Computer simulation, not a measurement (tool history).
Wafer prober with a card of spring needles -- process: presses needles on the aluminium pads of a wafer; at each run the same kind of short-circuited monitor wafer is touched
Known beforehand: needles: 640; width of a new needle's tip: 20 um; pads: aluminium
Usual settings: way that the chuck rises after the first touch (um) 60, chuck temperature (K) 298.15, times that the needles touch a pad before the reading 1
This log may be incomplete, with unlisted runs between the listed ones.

run,hour,way that the chuck rises after the first touch (um),chuck temperature (K),times that the needles touch a pad before the reading,resistance of one needle with its contact and lead (mohm),way that a needle slides on the pad (um)
1,0.0,60,298.15,1,119,8.496
# hour 4.6: tips cleaned on abrasive film
# hour 19.7: tips cleaned on abrasive film
2,23.0,60,298.15,1,120,8.500
# hour 33.7: tips cleaned on abrasive film
# hour 48.1: tips cleaned on abrasive film
3,48.1,60,357.15,1,131,8.491
# hour 63.1: tips cleaned on abrasive film
4,71.2,60,298.15,1,120,8.494
# hour 79.2: tips cleaned on abrasive film
5,85.8,60,298.15,1,122,8.501
# hour 94.4: tips cleaned on abrasive film
# hour 94.7: height of the first contact set anew
6,107.0,60,298.15,1,120,8.501
# hour 109.1: tips cleaned on abrasive film
7,118.8,60,298.15,1,120,8.496
# hour 123.8: tips cleaned on abrasive film
# hour 137.8: tips cleaned on abrasive film
8,139.3,60,298.15,1,121,8.498
# hour 152.1: tips cleaned on abrasive film
9,153.6,60,298.15,1,122,8.494
# hour 167.2: tips cleaned on abrasive film
10,171.4,60,370.15,1,131,8.497
# hour 181.2: tips cleaned on abrasive film
11,185.0,60,370.15,1,134,8.493
# hour 195.5: tips cleaned on abrasive film
12,197.3,60,298.15,1,121,8.503
# hour 209.5: tips cleaned on abrasive film
13,212.1,60,298.15,1,123,8.496
# hour 224.7: tips cleaned on abrasive film
14,224.7,60,298.15,1,120,8.501
15,237.5,60,298.15,1,123,8.501
# hour 239.3: tips cleaned on abrasive film
# hour 253.9: tips cleaned on abrasive film
# hour 254.2: height of the first contact set anew
16,256.5,60,298.15,1,122,8.498
# hour 268.3: tips cleaned on abrasive film
17,272.9,65,374.15,3,133,9.209
# hour 283.4: tips cleaned on abrasive film
# hour 298.6: tips cleaned on abrasive film
18,299.9,62,329.15,1,125,8.785
# hour 313.5: tips cleaned on abrasive film
19,315.5,62,329.15,1,124,8.779
# hour 328.3: tips cleaned on abrasive film
# hour 342.4: tips cleaned on abrasive film
20,342.4,42,300.15,3,129,5.942
21,354.6,42,300.15,3,126,5.951
# hour 357.2: tips cleaned on abrasive film
# hour 371.2: tips cleaned on abrasive film
22,373.4,62,303.15,1,120,8.780
# hour 385.1: tips cleaned on abrasive film
23,389.2,65,392.15,1,131,9.199
# hour 399.1: tips cleaned on abrasive film
24,407.4,65,392.15,1,132,9.200
# hour 413.1: height of the first contact set anew
# hour 414.2: tips cleaned on abrasive film
25,427.7,60,298.15,1,119,8.501
# hour 429.4: tips cleaned on abrasive film
# hour 443.3: tips cleaned on abrasive film
26,443.3,73,302.15,1,119,10.340

Run 27 comes next. What will it give?
27,456.9,73,302.15,1,?,?

{"run 27": {"resistance of one needle with its contact and lead (mohm)": 119, "way that a needle slides on the pad (um)": 10.334}}
Were there no unlogged condition in the tool, this run, its random variation unchanged, would have produced resistance of one needle with its contact and lead (mohm) 119, way that a needle slides on the pad (um) 10.334.

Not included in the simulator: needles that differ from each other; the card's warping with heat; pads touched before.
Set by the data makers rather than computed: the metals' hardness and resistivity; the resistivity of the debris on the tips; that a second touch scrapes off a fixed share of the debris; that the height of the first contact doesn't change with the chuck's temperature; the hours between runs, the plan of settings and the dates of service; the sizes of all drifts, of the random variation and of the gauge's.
